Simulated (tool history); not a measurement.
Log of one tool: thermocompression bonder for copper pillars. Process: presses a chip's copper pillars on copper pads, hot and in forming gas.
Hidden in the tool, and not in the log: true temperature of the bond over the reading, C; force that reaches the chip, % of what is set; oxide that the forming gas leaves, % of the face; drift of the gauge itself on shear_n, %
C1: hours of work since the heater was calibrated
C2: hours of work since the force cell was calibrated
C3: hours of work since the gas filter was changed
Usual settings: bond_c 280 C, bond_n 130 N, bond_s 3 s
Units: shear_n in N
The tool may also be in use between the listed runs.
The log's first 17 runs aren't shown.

run 18 hour=583 | bond_c=280 bond_n=130 bond_s=3 | C1=136 C2=724 C3=179 | shear_n=58.6
-- hour=586.1 forming gas filter changed
-- hour=605.7 heater calibrated with a thermocouple chip, once more
run 19 hour=612.7 | bond_c=299 bond_n=130 bond_s=3 | C1=5 C2=742 C3=16 | shear_n=62.9
run 20 hour=651.2 | bond_c=278 bond_n=138 bond_s=3 | C1=30 C2=768 C3=42 | shear_n=52.6
run 21 hour=684.4 | bond_c=288 bond_n=160 bond_s=3 | C1=53 C2=790 C3=64 | shear_n=62.7
run 22 hour=719.7 | bond_c=251 bond_n=130 bond_s=2 | C1=76 C2=813 C3=88 | shear_n=30.4
run 23 hour=761 | bond_c=251 bond_n=130 bond_s=2 | C1=104 C2=841 C3=116 | shear_n=29.7
run 24 hour=806.3 | bond_c=251 bond_n=130 bond_s=2 | C1=134 C2=871 C3=146 | shear_n=30.2
run 25 hour=846.5 | bond_c=262 bond_n=143 bond_s=3 | C1=161 C2=898 C3=173 | shear_n=43.2
-- hour=859.6 forming gas filter changed
run 26 hour=876 | bond_c=274 bond_n=99 bond_s=7 | C1=180 C2=917 C3=11 | shear_n=57.1
run 27 hour=903.2 | bond_c=255 bond_n=157 bond_s=2 | C1=198 C2=936 C3=29 | shear_n=35.7
run 28 hour=926.5 | bond_c=280 bond_n=99 bond_s=3 | C1=214 C2=951 C3=45 | shear_n=45.3
run 29 hour=964.9 | bond_c=280 bond_n=99 bond_s=3 | C1=240 C2=977 C3=70 | shear_n=47
run 30 hour=992.4 | bond_c=278 bond_n=131 bond_s=3 | C1=258 C2=995 C3=89 | shear_n=52.4
run 31 hour=1014.2 | bond_c=289 bond_n=130 bond_s=4 | C1=273 C2=1010 C3=103 | shear_n=64.1
run 32 hour=1043.5 | bond_c=306 bond_n=103 bond_s=6 | C1=292 C2=1029 C3=123 | shear_n=74.7
run 33 hour=1073.3 | bond_c=280 bond_n=130 bond_s=6 | C1=312 C2=1049 C3=143 | shear_n=67.4
run 34 hour=1119.7 | bond_c=274 bond_n=131 bond_s=7 | C1=343 C2=1080 C3=174 | shear_n=66.5
-- hour=1130.6 forming gas filter changed
run 35 hour=1151.1 | bond_c=250 bond_n=131 bond_s=6 | C1=364 C2=1101 C3=14 | shear_n=50.9
run 36 hour=1170.7 | bond_c=250 bond_n=131 bond_s=6 | C1=377 C2=1114 C3=27 | shear_n=49.4
run 37 hour=1198.2 | bond_c=277 bond_n=168 bond_s=7 | C1=395 C2=1132 C3=45 | shear_n=76.3
run 38 hour=1226.6 | bond_c=279 bond_n=140 bond_s=4 | C1=414 C2=1151 C3=64 | shear_n=62.2

Forecast each of these 4 alternatives for the next run:
run A hour=1248 | bond_c=291 bond_n=163 bond_s=2 | C1=428 C2=1165 C3=78 | shear_n=?
run B hour=1248 | bond_c=279 bond_n=91 bond_s=5 | C1=428 C2=1165 C3=78 | shear_n=?
run C hour=1248 | bond_c=283 bond_n=145 bond_s=4 | C1=428 C2=1165 C3=78 | shear_n=?
run D hour=1248 | bond_c=306 bond_n=112 bond_s=2 | C1=428 C2=1165 C3=78 | shear_n=?

run=A shear_n=59.7
run=B shear_n=53.3
run=C shear_n=64.3
run=D shear_n=58.4
Without the tool's hidden state the same runs would have given:
run=A shear_n=55.9
run=B shear_n=49.5
run=C shear_n=60.4
run=D shear_n=54.8

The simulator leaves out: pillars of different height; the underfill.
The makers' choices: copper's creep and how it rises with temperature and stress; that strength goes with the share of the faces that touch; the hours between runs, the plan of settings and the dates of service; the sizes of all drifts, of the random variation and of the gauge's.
